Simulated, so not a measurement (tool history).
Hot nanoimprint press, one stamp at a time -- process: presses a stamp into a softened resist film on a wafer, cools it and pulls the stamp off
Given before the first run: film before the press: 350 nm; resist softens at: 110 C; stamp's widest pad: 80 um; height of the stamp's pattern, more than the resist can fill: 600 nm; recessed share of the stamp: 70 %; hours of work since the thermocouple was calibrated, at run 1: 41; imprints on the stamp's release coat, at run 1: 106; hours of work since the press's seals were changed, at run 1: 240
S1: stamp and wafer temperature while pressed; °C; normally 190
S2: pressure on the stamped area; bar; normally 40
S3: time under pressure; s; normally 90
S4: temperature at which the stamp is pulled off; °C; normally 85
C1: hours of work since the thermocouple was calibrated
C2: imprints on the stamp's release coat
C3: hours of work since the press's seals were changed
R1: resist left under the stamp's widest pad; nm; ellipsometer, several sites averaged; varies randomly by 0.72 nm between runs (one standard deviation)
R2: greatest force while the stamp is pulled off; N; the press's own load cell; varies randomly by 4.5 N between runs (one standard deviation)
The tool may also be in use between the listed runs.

{"run": 1, "hour": 0.0, "S1": 190, "S2": 40, "S3": 90, "S4": 85, "C1": 41, "C2": 106, "C3": 240, "R1": 151, "R2": 223}
{"run": 2, "hour": 6.0, "S1": 190, "S2": 40, "S3": 90, "S4": 85, "C1": 45, "C2": 136, "C3": 245, "R1": 150.5, "R2": 215}
{"run": 3, "hour": 12.7, "S1": 190, "S2": 40, "S3": 90, "S4": 85, "C1": 51, "C2": 171, "C3": 250, "R1": 151.1, "R2": 214}
{"run": 4, "hour": 20.5, "S1": 190, "S2": 40, "S3": 90, "S4": 85, "C1": 57, "C2": 211, "C3": 256, "R1": 150.1, "R2": 219}
{"run": 5, "hour": 29.7, "S1": 190, "S2": 40, "S3": 90, "S4": 85, "C1": 64, "C2": 258, "C3": 263, "R1": 149.7, "R2": 219}
{"run": 6, "hour": 41.4, "S1": 190, "S2": 40, "S3": 90, "S4": 85, "C1": 74, "C2": 318, "C3": 273, "R1": 150.8, "R2": 228}
{"run": 7, "hour": 48.4, "S1": 190, "S2": 40, "S3": 90, "S4": 85, "C1": 79, "C2": 353, "C3": 278, "R1": 151.2, "R2": 220}
{"run": 8, "hour": 53.3, "S1": 190, "S2": 40, "S3": 90, "S4": 85, "C1": 83, "C2": 379, "C3": 282, "R1": 150, "R2": 223}
{"run": 9, "hour": 59.4, "S1": 190, "S2": 40, "S3": 90, "S4": 90, "C1": 88, "C2": 410, "C3": 287, "R1": 149.5, "R2": 205}
{"run": 10, "hour": 67.9, "S1": 188, "S2": 40, "S3": 90, "S4": 90, "C1": 95, "C2": 453, "C3": 294, "R1": 157.7, "R2": 205}
{"run": 11, "hour": 77.9, "S1": 188, "S2": 40, "S3": 90, "S4": 73, "C1": 103, "C2": 504, "C3": 302, "R1": 157, "R2": 265}
{"run": 12, "hour": 85.3, "S1": 188, "S2": 40, "S3": 90, "S4": 92, "C1": 109, "C2": 542, "C3": 308, "R1": 158.6, "R2": 193}
{"run": 13, "hour": 93.9, "S1": 188, "S2": 40, "S3": 90, "S4": 92, "C1": 115, "C2": 586, "C3": 315, "R1": 158, "R2": 185}
{"run": 14, "hour": 102.5, "S1": 190, "S2": 40, "S3": 90, "S4": 85, "C1": 122, "C2": 630, "C3": 321, "R1": 148.6, "R2": 221}
{"run": 15, "hour": 110.4, "S1": 190, "S2": 40, "S3": 66, "S4": 85, "C1": 129, "C2": 671, "C3": 328, "R1": 166, "R2": 219}
{"run": 16, "hour": 119.6, "S1": 193, "S2": 44.1, "S3": 132, "S4": 89, "C1": 136, "C2": 718, "C3": 335, "R1": 112.2, "R2": 207}
{"run": 17, "hour": 125.2, "S1": 190, "S2": 62.2, "S3": 90, "S4": 85, "C1": 140, "C2": 746, "C3": 339, "R1": 118, "R2": 223}
{"run": 18, "hour": 134.6, "S1": 190, "S2": 62.2, "S3": 90, "S4": 85, "C1": 148, "C2": 795, "C3": 347, "R1": 117.4, "R2": 221}
{"run": 19, "hour": 143.1, "S1": 198, "S2": 62.2, "S3": 109, "S4": 85, "C1": 155, "C2": 838, "C3": 354, "R1": 85.7, "R2": 215}
{"run": 20, "hour": 155.1, "S1": 198, "S2": 62.2, "S3": 109, "S4": 85, "C1": 164, "C2": 899, "C3": 363, "R1": 86.7, "R2": 226}
{"run": 21, "hour": 164.8, "S1": 181, "S2": 62.2, "S3": 109, "S4": 85, "C1": 172, "C2": 949, "C3": 371, "R1": 144.4, "R2": 221}
{"run": 22, "hour": 176.2, "S1": 181, "S2": 62.2, "S3": 109, "S4": 85, "C1": 181, "C2": 1007, "C3": 380, "R1": 144.2, "R2": 228}
{"hour": 188.9, "done": "stamp cleaned and given a new release coat"}
{"run": 23, "hour": 191.5, "S1": 181, "S2": 62.2, "S3": 109, "S4": 85, "C1": 188, "C2": 13, "C3": 388, "R1": 144, "R2": 217}
{"run": 24, "hour": 198.4, "S1": 190, "S2": 59.2, "S3": 90, "S4": 85, "C1": 194, "C2": 48, "C3": 393, "R1": 120, "R2": 219}
{"run": 25, "hour": 208.0, "S1": 197, "S2": 36.9, "S3": 90, "S4": 85, "C1": 201, "C2": 97, "C3": 401, "R1": 127.8, "R2": 217}
{"run": 26, "hour": 216.0, "S1": 184, "S2": 42.7, "S3": 118, "S4": 79, "C1": 208, "C2": 138, "C3": 407, "R1": 156.1, "R2": 243}
{"run": 27, "hour": 225.6, "S1": 190, "S2": 32.9, "S3": 90, "S4": 85, "C1": 215, "C2": 187, "C3": 415, "R1": 163.9, "R2": 215}
{"run": 28, "hour": 231.2, "S1": 189, "S2": 40, "S3": 147, "S4": 83, "C1": 220, "C2": 216, "C3": 419, "R1": 126.8, "R2": 235}
{"run": 29, "hour": 239.4, "S1": 190, "S2": 40, "S3": 90, "S4": 81, "C1": 227, "C2": 258, "C3": 426, "R1": 145.8, "R2": 234}

Alternative continuations, all from the tool just after run 29; predict every row:
{"run": "A", "hour": 245.5, "S1": 187, "S2": 37.4, "S3": 90, "S4": 85, "C1": 231, "C2": 289, "C3": 431, "R1": "?", "R2": "?"}
{"run": "B", "hour": 245.5, "S1": 199, "S2": 40, "S3": 58, "S4": 81, "C1": 231, "C2": 289, "C3": 431, "R1": "?", "R2": "?"}
{"run": "C", "hour": 245.5, "S1": 187, "S2": 63.1, "S3": 143, "S4": 81, "C1": 231, "C2": 289, "C3": 431, "R1": "?", "R2": "?"}

run=A R1=165.4 R2=224
run=B R1=135 R2=231
run=C R1=106.4 R2=230
The same runs, with their run-to-run variation unchanged, on a tool lacking any hidden condition would have given:
run=A R1=168.8 R2=224
run=B R1=137.8 R2=230
run=C R1=108.7 R2=230
